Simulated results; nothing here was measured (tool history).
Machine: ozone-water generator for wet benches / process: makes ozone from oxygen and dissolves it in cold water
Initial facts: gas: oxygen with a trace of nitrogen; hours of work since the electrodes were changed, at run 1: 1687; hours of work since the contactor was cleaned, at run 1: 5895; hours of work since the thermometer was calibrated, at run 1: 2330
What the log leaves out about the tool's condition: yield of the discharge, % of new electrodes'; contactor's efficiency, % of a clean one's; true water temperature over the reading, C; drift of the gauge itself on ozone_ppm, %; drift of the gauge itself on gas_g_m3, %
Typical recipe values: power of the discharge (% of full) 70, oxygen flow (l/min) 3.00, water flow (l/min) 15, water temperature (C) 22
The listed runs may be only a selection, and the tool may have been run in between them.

| run | hour | power of the discharge (% of full) | oxygen flow (l/min) | water flow (l/min) | water temperature (C) | hours of work since the electrodes were changed | hours of work since the contactor was cleaned | hours of work since the thermometer was calibrated | dissolved ozone (ppm) | ozone in the gas ahead of the water (g/m3) |
|---|---|---|---|---|---|---|---|---|---|---|
| 1 | 0.0 | 70 | 3.00 | 15 | 22 | 1687 | 5895 | 2330 | 9.4 | 150.5 |
| 2 | 99.1 | 70 | 3.00 | 15 | 22 | 1758 | 5965 | 2400 | 9.6 | 149.8 |
| 3 | 176.9 | 70 | 3.00 | 15 | 22 | 1813 | 6021 | 2456 | 9.4 | 150.6 |
| 4 | 272.1 | 70 | 3.00 | 15 | 22 | 1880 | 6088 | 2523 | 9.5 | 147.4 |
|  | 282.7 | water thermometer calibrated |
| 5 | 392.2 | 70 | 3.00 | 15 | 22 | 1965 | 6173 | 78 | 9.4 | 151.3 |
| 6 | 481.7 | 70 | 3.00 | 15 | 14 | 2029 | 6237 | 141 | 10.4 | 148.7 |
|  | 524.5 | water thermometer calibrated, once more |
| 7 | 535.6 | 70 | 3.20 | 15 | 24 | 2067 | 6274 | 8 | 9.1 | 142.7 |
| 8 | 629.3 | 70 | 3.20 | 15 | 24 | 2133 | 6341 | 74 | 9.1 | 143.1 |
| 9 | 711.2 | 70 | 3.20 | 15 | 24 | 2191 | 6399 | 133 | 9.0 | 142.1 |
| 10 | 770.0 | 50 | 2.90 | 16 | 18 | 2233 | 6441 | 174 | 7.3 | 121.8 |
| 11 | 840.0 | 70 | 3.00 | 17 | 22 | 2283 | 6490 | 224 | 8.1 | 147.2 |
| 12 | 888.9 | 70 | 3.00 | 17 | 22 | 2317 | 6525 | 259 | 8.2 | 148.0 |

4 options for the next run, each taken on its own from the tool as it stands now. Forecast them:
| A | 939.1 | 49 | 3.00 | 15 | 22 | 2353 | 6561 | 294 | ? | ? |
| B | 939.1 | 57 | 2.06 | 15 | 23 | 2353 | 6561 | 294 | ? | ? |
| C | 939.1 | 42 | 3.00 | 15 | 22 | 2353 | 6561 | 294 | ? | ? |
| D | 939.1 | 70 | 3.40 | 17 | 30 | 2353 | 6561 | 294 | ? | ? |

| run | dissolved ozone (ppm) | ozone in the gas ahead of the water (g/m3) |
|---|---|---|
| A | 7.3 | 118.6 |
| B | 8.0 | 164.4 |
| C | 6.6 | 105.5 |
| D | 7.1 | 136.9 |
With no hidden state in the tool, these same runs would have given:
| run | dissolved ozone (ppm) | ozone in the gas ahead of the water (g/m3) |
|---|---|---|
| A | 8.1 | 123.1 |
| B | 8.9 | 171.4 |
| C | 7.3 | 108.9 |
| D | 8.0 | 143.7 |
